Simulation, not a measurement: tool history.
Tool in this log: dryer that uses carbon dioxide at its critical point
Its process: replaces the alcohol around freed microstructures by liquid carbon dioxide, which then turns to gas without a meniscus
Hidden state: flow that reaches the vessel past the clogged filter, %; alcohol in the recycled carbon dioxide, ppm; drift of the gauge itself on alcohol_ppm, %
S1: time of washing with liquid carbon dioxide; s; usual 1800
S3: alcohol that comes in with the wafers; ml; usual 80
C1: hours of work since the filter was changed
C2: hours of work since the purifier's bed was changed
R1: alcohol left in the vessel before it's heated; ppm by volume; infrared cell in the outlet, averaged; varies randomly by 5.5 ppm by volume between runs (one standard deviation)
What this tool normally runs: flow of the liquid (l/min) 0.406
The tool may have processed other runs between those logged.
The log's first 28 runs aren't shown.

run 29 hour=262.0 | S1=1860 flow_of_the_liquid_(l/min)=0.315 S3=57 | C1=74 C2=260 | R1=396
run 30 hour=271.9 | S1=2760 flow_of_the_liquid_(l/min)=0.338 S3=29 | C1=81 C2=267 | R1=66
run 31 hour=278.9 | S1=1200 flow_of_the_liquid_(l/min)=0.270 S3=29 | C1=86 C2=272 | R1=1323
run 32 hour=285.7 | S1=1980 flow_of_the_liquid_(l/min)=0.307 S3=35 | C1=91 C2=277 | R1=236
run 33 hour=291.2 | S1=1800 flow_of_the_liquid_(l/min)=0.471 S3=45 | C1=95 C2=281 | R1=92
run 34 hour=303.9 | S1=1800 flow_of_the_liquid_(l/min)=0.471 S3=45 | C1=105 C2=291 | R1=95
run 35 hour=311.5 | S1=1800 flow_of_the_liquid_(l/min)=0.406 S3=41 | C1=110 C2=296 | R1=146
run 36 hour=318.6 | S1=2520 flow_of_the_liquid_(l/min)=0.569 S3=92 | C1=115 C2=302 | R1=51
run 37 hour=326.1 | S1=2280 flow_of_the_liquid_(l/min)=0.569 S3=92 | C1=121 C2=307 | R1=60
run 38 hour=332.8 | S1=2280 flow_of_the_liquid_(l/min)=0.569 S3=25 | C1=126 C2=312 | R1=56
run 39 hour=340.6 | S1=2280 flow_of_the_liquid_(l/min)=0.569 S3=25 | C1=131 C2=318 | R1=60
run 40 hour=347.6 | S1=1260 flow_of_the_liquid_(l/min)=0.375 S3=29 | C1=137 C2=323 | R1=538
run 41 hour=356.0 | S1=1260 flow_of_the_liquid_(l/min)=0.375 S3=29 | C1=143 C2=329 | R1=523
run 42 hour=364.1 | S1=2220 flow_of_the_liquid_(l/min)=0.375 S3=52 | C1=149 C2=335 | R1=122
run 43 hour=376.1 | S1=1800 flow_of_the_liquid_(l/min)=0.419 S3=52 | C1=158 C2=344 | R1=180
run 44 hour=381.9 | S1=2220 flow_of_the_liquid_(l/min)=0.305 S3=57 | C1=162 C2=348 | R1=275
run 45 hour=387.2 | S1=1800 flow_of_the_liquid_(l/min)=0.406 S3=38 | C1=166 C2=352 | R1=163
run 46 hour=393.1 | S1=1800 flow_of_the_liquid_(l/min)=0.406 S3=60 | C1=170 C2=356 | R1=223

3 ways to go on from here, each from the tool as it stands after run 46. What would each give?
run A hour=398.9 | S1=1440 flow_of_the_liquid_(l/min)=0.530 S3=61 | C1=174 C2=361 | R1=?
run B hour=398.9 | S1=2040 flow_of_the_liquid_(l/min)=0.275 S3=60 | C1=174 C2=361 | R1=?
run C hour=398.9 | S1=1260 flow_of_the_liquid_(l/min)=0.275 S3=80 | C1=174 C2=361 | R1=?

run=A R1=211
run=B R1=586
run=C R1=3419
Without the tool's unlogged condition, the same runs would have read:
run=A R1=103
run=B R1=377
run=C R1=2726
